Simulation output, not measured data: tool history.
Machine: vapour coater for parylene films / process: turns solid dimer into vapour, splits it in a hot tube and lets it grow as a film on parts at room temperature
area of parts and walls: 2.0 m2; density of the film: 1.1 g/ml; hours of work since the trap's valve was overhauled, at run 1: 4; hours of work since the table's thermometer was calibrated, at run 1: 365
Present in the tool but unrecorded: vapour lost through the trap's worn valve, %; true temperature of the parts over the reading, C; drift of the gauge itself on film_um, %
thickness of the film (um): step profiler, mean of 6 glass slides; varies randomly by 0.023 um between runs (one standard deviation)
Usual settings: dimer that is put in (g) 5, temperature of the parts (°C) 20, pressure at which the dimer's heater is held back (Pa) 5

| run | hour | dimer that is put in (g) | temperature of the parts (°C) | pressure at which the dimer's heater is held back (Pa) | hours of work since the trap's valve was overhauled | hours of work since the table's thermometer was calibrated | thickness of the film (um) |
|---|---|---|---|---|---|---|---|
| 1 | 0 | 5 | 20 | 5 | 4 | 365 | 1.49 |
| 2 | 26.2 | 5 | 20 | 5 | 16 | 378 | 1.52 |
| 3 | 53.6 | 5 | 20 | 5 | 29 | 390 | 1.46 |
| 4 | 109 | 5 | 27 | 5 | 55 | 416 | 1.1 |
| 5 | 145.8 | 2 | 20 | 5 | 72 | 433 | 0.57 |
| 6 | 187 | 5 | 14 | 5 | 91 | 453 | 1.78 |
| 7 | 225.8 | 5 | 20 | 5 | 109 | 471 | 1.38 |
| 8 | 262.7 | 5 | 14 | 5 | 127 | 488 | 1.74 |
| 9 | 290.5 | 5 | 14 | 5 | 140 | 501 | 1.74 |
|  | 295.9 | table's thermometer calibrated |
| 10 | 335.9 | 4 | 26 | 10.64 | 160 | 19 | 0.7 |
| 11 | 363 | 4 | 26 | 10.64 | 173 | 31 | 0.72 |
| 12 | 409.6 | 8 | 16 | 11.49 | 195 | 53 | 2 |
| 13 | 432.3 | 2 | 20 | 5 | 205 | 64 | 0.55 |
| 14 | 474.3 | 5 | 20 | 9.94 | 225 | 83 | 1.11 |
|  | 505.2 | trap's valve overhauled |
| 15 | 516.8 | 5 | 26 | 9.94 | 5 | 101 | 1.02 |
| 16 | 545.7 | 5 | 15 | 6.01 | 19 | 115 | 1.7 |
| 17 | 600.5 | 5 | 30 | 2.4 | 44 | 140 | 1.21 |

Here are 4 independent what-if runs from the current tool condition. What would each one return?
|  | 627.1 | table's thermometer calibrated, once more |
| A | 655.6 | 4 | 28 | 3.96 | 70 | 13 | ? |
|  | 627.1 | table's thermometer calibrated, once more |
| B | 655.6 | 5 | 17 | 5 | 70 | 13 | ? |
|  | 627.1 | table's thermometer calibrated, once more |
| C | 655.6 | 5 | 24 | 5 | 70 | 13 | ? |
|  | 627.1 | table's thermometer calibrated, once more |
| D | 655.6 | 5 | 17 | 8.21 | 70 | 13 | ? |

| run | thickness of the film (um) |
|---|---|
| A | 0.89 |
| B | 1.6 |
| C | 1.28 |
| D | 1.44 |
Without the tool's hidden state the same runs would have given:
| run | thickness of the film (um) |
|---|---|
| A | 0.93 |
| B | 1.67 |
| C | 1.33 |
| D | 1.5 |
